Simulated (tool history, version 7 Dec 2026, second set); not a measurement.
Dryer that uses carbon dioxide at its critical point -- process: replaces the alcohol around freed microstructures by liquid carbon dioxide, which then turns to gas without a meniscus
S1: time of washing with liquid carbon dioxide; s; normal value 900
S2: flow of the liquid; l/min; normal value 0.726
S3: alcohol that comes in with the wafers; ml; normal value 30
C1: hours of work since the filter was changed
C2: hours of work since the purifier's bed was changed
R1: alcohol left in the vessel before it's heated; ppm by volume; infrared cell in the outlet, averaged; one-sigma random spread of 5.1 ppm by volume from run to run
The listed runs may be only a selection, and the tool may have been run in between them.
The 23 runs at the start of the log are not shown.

run,day,S1,S2,S3,C1,C2,R1
24,18.304,900,0.795,23,173,816,170
25,18.95,1080,0.465,23,183,825,400
26,19.862,840,0.928,20,196,839,145
27,20.358,1140,0.463,27,204,846,404
28,21.388,780,0.505,120,219,861,3435
29,22.121,780,1.058,21,230,872,142
30,22.758,600,0.926,118,239,882,1073
31,23.5,600,0.926,118,250,892,1125
32,24.3,1020,0.516,57,262,904,781
33,25.333,840,1.049,46,277,920,156
34,26.2,600,0.598,102,290,932,4090
35,26.933,600,0.598,102,301,943,4264
36,27.508,960,0.495,102,309,952,2004
37,28.279,780,0.491,112,320,963,4029
38,28.767,780,0.491,112,328,970,3966
39,29.475,1440,0.602,76,338,981,230
40,29.946,720,0.574,76,345,988,2236
41,30.692,720,0.574,76,356,999,2297
42,31.325,900,0.726,35,365,1008,330
43,31.812,900,0.619,112,373,1015,1322
44,32.788,720,0.619,112,387,1029,2783
45,33.625,720,0.619,112,399,1042,2946

What if the next run were any one of these 4? Each begins from the tool's condition after run 45:
A,34.704,900,0.536,64,415,1058,?
B,34.704,960,0.677,58,415,1058,?
C,34.704,1020,0.678,36,415,1058,?
D,34.704,600,0.929,22,415,1058,?

run,R1
A,1387
B,510
C,309
D,404
What these runs would have given with no unlogged condition in the tool:
run,R1
A,680
B,164
C,70
D,131
